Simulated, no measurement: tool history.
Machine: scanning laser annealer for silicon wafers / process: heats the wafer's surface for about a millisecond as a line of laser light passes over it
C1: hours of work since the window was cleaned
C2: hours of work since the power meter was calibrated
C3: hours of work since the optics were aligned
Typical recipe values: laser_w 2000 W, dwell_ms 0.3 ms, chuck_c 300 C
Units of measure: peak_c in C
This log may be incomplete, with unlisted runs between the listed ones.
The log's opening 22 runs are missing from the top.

Run 23, hour 994.2: usual settings but laser_w 2152 W, dwell_ms 0.217 ms; C1 804; C2 681; C3 1467. Result: peak_c 968 C.
Run 24, hour 1038.6: usual settings but laser_w 1811 W, dwell_ms 0.377 ms; C1 825; C2 702; C3 1488. Result: peak_c 1071 C.
At hour 1071.4: window over the wafer cleaned.
Run 25, hour 1089.9: usual settings but laser_w 2163 W, dwell_ms 0.356 ms, chuck_c 322 C; C1 9; C2 726; C3 1511. Result: peak_c 1212 C.
Run 26, hour 1149.6: usual settings but laser_w 1733 W, dwell_ms 0.279 ms; C1 37; C2 754; C3 1540. Result: peak_c 926 C.
Run 27, hour 1179.3: usual settings but laser_w 1910 W, dwell_ms 0.315 ms, chuck_c 289 C; C1 51; C2 768; C3 1554. Result: peak_c 1023 C.
Run 28, hour 1222.2: usual settings but laser_w 1910 W, dwell_ms 0.315 ms, chuck_c 289 C; C1 72; C2 789; C3 1574. Result: peak_c 1028 C.
Run 29, hour 1283.7: usual settings but laser_w 1910 W, dwell_ms 0.315 ms, chuck_c 289 C; C1 101; C2 818; C3 1604. Result: peak_c 1022 C.
Run 30, hour 1343.5: usual settings but laser_w 1910 W, dwell_ms 0.315 ms, chuck_c 289 C; C1 130; C2 847; C3 1632. Result: peak_c 1022 C.
Run 31, hour 1406.7: usual settings but laser_w 1910 W, dwell_ms 0.315 ms, chuck_c 289 C; C1 160; C2 877; C3 1662. Result: peak_c 1025 C.
Run 32, hour 1455.6: usual settings but laser_w 1910 W, dwell_ms 0.315 ms, chuck_c 289 C; C1 183; C2 900; C3 1686. Result: peak_c 1024 C.
Run 33, hour 1505.6: usual settings but laser_w 1910 W, dwell_ms 0.315 ms, chuck_c 289 C; C1 207; C2 924; C3 1710. Result: peak_c 1027 C.
Run 34, hour 1533.8: usual settings but laser_w 1910 W, dwell_ms 0.315 ms, chuck_c 289 C; C1 220; C2 937; C3 1723. Result: peak_c 1025 C.
Run 35, hour 1576.9: usual settings but laser_w 1745 W, dwell_ms 0.315 ms, chuck_c 335 C; C1 241; C2 958; C3 1744. Result: peak_c 1011 C.
Run 36, hour 1616.5: usual settings but laser_w 1745 W, dwell_ms 0.315 ms, chuck_c 335 C; C1 260; C2 977; C3 1762. Result: peak_c 1007 C.
Run 37, hour 1660.4: usual settings but laser_w 2056 W, dwell_ms 0.356 ms, chuck_c 265 C; C1 281; C2 998; C3 1783. Result: peak_c 1111 C.
Run 38, hour 1714.1: usual settings but laser_w 1863 W, dwell_ms 0.213 ms, chuck_c 327 C; C1 306; C2 1023; C3 1809. Result: peak_c 906 C.
Run 39, hour 1771.1: usual settings but laser_w 2035 W, dwell_ms 0.256 ms; C1 334; C2 1050; C3 1836. Result: peak_c 995 C.
Run 40, hour 1807.8: usual settings but laser_w 2150 W, dwell_ms 0.347 ms; C1 351; C2 1068; C3 1854. Result: peak_c 1168 C.
Run 41, hour 1849.7: usual settings but laser_w 2150 W, dwell_ms 0.347 ms; C1 371; C2 1088; C3 1874. Result: peak_c 1167 C.

What if the next run were any one of these 4? Each begins from the tool's condition after run 41:
Run A, hour 1885.6: usual settings but laser_w 2150 W, dwell_ms 0.302 ms; C1 388; C2 1105; C3 1891. Result: peak_c ?.
Run B, hour 1885.6: usual settings but laser_w 2101 W, dwell_ms 0.347 ms, chuck_c 295 C; C1 388; C2 1105; C3 1891. Result: peak_c ?.
Run C, hour 1885.6: usual settings but laser_w 1919 W, chuck_c 275 C; C1 388; C2 1105; C3 1891. Result: peak_c ?.
Run D, hour 1885.6: usual settings but laser_w 1707 W, dwell_ms 0.268 ms, chuck_c 277 C; C1 388; C2 1105; C3 1891. Result: peak_c ?.

run  peak_c
  A    1103
  B    1146
  C     995
  D     880
Stripped of hidden state, with their random variation kept, the same runs would have yielded:
run  peak_c
  A    1103
  B    1146
  C     995
  D     880
